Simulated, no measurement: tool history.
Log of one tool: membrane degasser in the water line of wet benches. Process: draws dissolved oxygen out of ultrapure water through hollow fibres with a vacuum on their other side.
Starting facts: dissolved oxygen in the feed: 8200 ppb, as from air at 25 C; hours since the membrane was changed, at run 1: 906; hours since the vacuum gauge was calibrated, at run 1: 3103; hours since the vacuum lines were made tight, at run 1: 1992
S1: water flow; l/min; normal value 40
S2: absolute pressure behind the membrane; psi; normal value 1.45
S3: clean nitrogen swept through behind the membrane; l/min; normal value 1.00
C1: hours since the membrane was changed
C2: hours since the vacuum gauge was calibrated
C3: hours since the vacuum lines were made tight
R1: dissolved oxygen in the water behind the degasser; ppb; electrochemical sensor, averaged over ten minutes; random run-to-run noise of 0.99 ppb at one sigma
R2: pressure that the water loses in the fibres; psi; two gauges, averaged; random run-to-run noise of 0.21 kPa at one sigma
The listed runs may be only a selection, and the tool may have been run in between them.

run     day  S1    S2    S3    C1    C2    C3      R1      R2
  1   0.000  40  1.45  1.00   906  3103  1992   521.0   7.007
  2   0.808  40  1.45  1.00   925  3123  2011   519.9   7.044
  3   2.200  40  1.45  1.00   959  3156  2044   522.4   7.100
  4   3.038  40  1.45  0.62   979  3176  2065   734.6   7.092
  5   3.896  40  1.45  0.62   999  3197  2085   734.7   7.126
  6   5.438  40  1.45  1.00  1036  3234  2122   522.7   7.097
  7   6.833  40  1.39  1.00  1070  3267  2156   492.3   7.156
  8   8.300  40  1.39  1.00  1105  3302  2191   491.6   7.130
  9   9.604  40  1.39  1.00  1136  3334  2222   493.4   7.158
 10  11.175  62  1.45  1.00  1174  3371  2260   723.4  11.194
 11  13.112  62  1.45  1.00  1221  3418  2306   725.7  11.207
 12  15.058  62  1.45  1.00  1267  3465  2353   724.6  11.220
 13  16.112  62  1.45  1.00  1293  3490  2378   724.6  11.229
     16.983  -- gauge calibrated
 14  17.075  62  1.45  1.00  1316  3513  2401   723.4  11.000
 15  18.404  62  1.45  1.00  1348  3545  2433   724.3  11.029
 16  19.600  62  1.45  1.00  1376  3574  2462   723.2  10.969
 17  20.808  40  1.45  0.59  1405  3603  2491   761.5   7.143
 18  21.746  37  1.45  1.69  1428  3625  2514   321.0   6.606
 19  22.996  43  2.09  2.64  1458  3655  2544   401.5   7.622
 20  24.412  30  3.18  0.58  1492  3689  2578  1558.4   5.369
 21  26.312  57  2.55  0.51  1538  3735  2623  2002.4  10.201
 22  28.167  57  2.55  0.51  1582  3779  2668  2000.8  10.302
 23  29.479  60  1.45  1.55  1613  3811  2699   514.7  10.898
 24  30.412  41  1.52  1.40  1636  3833  2722   436.5   7.365
 25  32.208  37  1.00  1.00  1679  3876  2765   274.2   6.692
 26  33.333  37  1.00  1.00  1706  3903  2792   274.4   6.701
 27  34.442  50  2.36  1.00  1733  3930  2818  1122.0   9.016
 28  36.112  50  2.36  1.00  1773  3970  2858  1124.3   9.169
 29  37.150  50  2.36  1.00  1798  3995  2883  1120.8   9.110
 30  38.875  50  2.36  1.00  1839  4036  2925  1121.5   9.130
 31  40.125  40  0.87  0.58  1869  4066  2955   332.4   7.292

How the hidden state differs across the entries between the runs, from the last listed run before each to the first after it:
After run 13, before run 14: gauge calibrated (day 16.983)
  drift of the gauge itself on loss_of_pressure_kpa, %: 2.37 -> 0.01
  measured less the result without the state, R2: +0.263 -> +0.004 psi

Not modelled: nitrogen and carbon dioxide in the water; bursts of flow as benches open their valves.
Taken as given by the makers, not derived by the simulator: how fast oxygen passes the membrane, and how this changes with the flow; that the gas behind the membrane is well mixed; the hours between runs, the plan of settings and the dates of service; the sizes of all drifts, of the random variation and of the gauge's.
